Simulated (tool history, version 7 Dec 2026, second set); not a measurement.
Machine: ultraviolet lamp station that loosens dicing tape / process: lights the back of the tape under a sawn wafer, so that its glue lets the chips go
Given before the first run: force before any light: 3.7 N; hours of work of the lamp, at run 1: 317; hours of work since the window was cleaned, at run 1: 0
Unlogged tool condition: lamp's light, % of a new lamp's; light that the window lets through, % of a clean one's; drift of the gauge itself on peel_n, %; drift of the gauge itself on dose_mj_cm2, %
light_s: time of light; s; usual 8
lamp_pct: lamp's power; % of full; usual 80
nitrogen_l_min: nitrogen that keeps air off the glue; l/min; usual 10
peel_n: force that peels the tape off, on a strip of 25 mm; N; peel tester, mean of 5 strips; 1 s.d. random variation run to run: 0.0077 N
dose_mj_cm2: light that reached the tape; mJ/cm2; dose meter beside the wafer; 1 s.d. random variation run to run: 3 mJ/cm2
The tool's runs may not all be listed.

run	hour	light_s	lamp_pct	nitrogen_l_min	hours of work of the lamp	hours of work since the window was cleaned	peel_n	dose_mj_cm2
1	0.0	8	80	10	317	0	0.382	402
2	38.0	8	78	10	340	24	0.397	387
3	89.6	8	78	10	373	56	0.417	379
4	150.9	8	78	10	411	94	0.455	363
5	185.7	8	78	10	433	116	0.475	353
6	225.1	8	78	10	457	141	0.497	345
7	274.0	8	78	10	488	171	0.529	330
8	315.1	8	78	10	514	197	0.542	326
9	390.8	8	80	10	561	245	0.578	319
10	461.6	8	80	10	605	289	0.617	306
# hour 499.3: window cleaned of glue's vapour
11	505.8	8	80	10	633	4	0.448	359
12	564.9	8	80	10	670	41	0.495	348
13	614.8	8	80	10	701	72	0.505	342
14	648.8	8	80	10	722	94	0.529	331
15	684.6	8	80	10	745	116	0.543	327
16	721.0	8	80	10	767	139	0.592	320
17	802.2	8	80	10	818	190	0.623	305
18	860.0	8	63	10	854	226	0.960	229
19	906.2	8	80	12	883	255	0.617	280
20	949.6	8	80	12	910	282	0.670	276
# hour 1000.8: window cleaned of glue's vapour
21	1030.1	8	80	12	960	18	0.521	312
22	1078.8	8	80	12	991	49	0.560	305
# hour 1110.3: lamp changed
23	1115.2	8	84	10	3	71	0.286	443
24	1184.8	11	75	10	47	114	0.205	527
25	1242.9	11	75	10	83	151	0.218	506
26	1286.9	11	75	10	111	178	0.240	494
27	1358.5	6	80	6	155	223	0.980	275
28	1418.7	4	82	10	193	261	1.260	182
29	1461.3	7	80	10	220	287	0.624	302
# hour 1505.3: window cleaned of glue's vapour
30	1516.9	8	92	4	254	7	0.564	474
31	1581.1	8	92	4	294	47	0.581	452
32	1646.3	6	66	4	335	88	1.444	234
33	1726.9	6	80	6	385	139	1.004	271
34	1800.1	10	71	10	431	184	0.399	386
35	1877.3	6	65	12	480	233	0.996	205
36	1950.3	9	62	7	525	278	0.906	271
# hour 2003.9: window cleaned of glue's vapour
37	2030.0	9	62	7	575	16	0.739	311
38	2084.0	8	71	10	609	50	0.600	309
39	2157.0	8	86	10	654	96	0.473	355
40	2209.5	15	86	13	687	129	0.105	642
41	2256.6	5	63	4	717	158	1.939	152
42	2322.0	6	63	16	758	199	1.098	175
43	2366.3	6	83	5	785	227	1.307	227

Run by run, hidden condition taken away, random variation retained:
run	peel_n	dose_mj_cm2
1	0.308	446
2	0.306	437
3	0.305	439
4	0.308	438
5	0.309	435
6	0.309	434
7	0.315	429
8	0.304	436
9	0.298	447
10	0.292	448
11	0.285	445
12	0.296	447
13	0.281	451
14	0.287	447
15	0.288	451
16	0.296	451
17	0.289	450
18	0.478	352
19	0.245	444
20	0.253	449
21	0.250	446
22	0.253	450
23	0.256	464
24	0.166	577
25	0.162	575
26	0.168	577
27	0.739	336
28	0.951	231
29	0.381	393
30	0.480	518
31	0.458	514
32	1.217	276
33	0.743	336
34	0.228	499
35	0.643	276
36	0.509	388
37	0.510	387
38	0.375	397
39	0.251	479
40	0.066	893
41	1.479	218
42	0.616	262
43	0.766	348

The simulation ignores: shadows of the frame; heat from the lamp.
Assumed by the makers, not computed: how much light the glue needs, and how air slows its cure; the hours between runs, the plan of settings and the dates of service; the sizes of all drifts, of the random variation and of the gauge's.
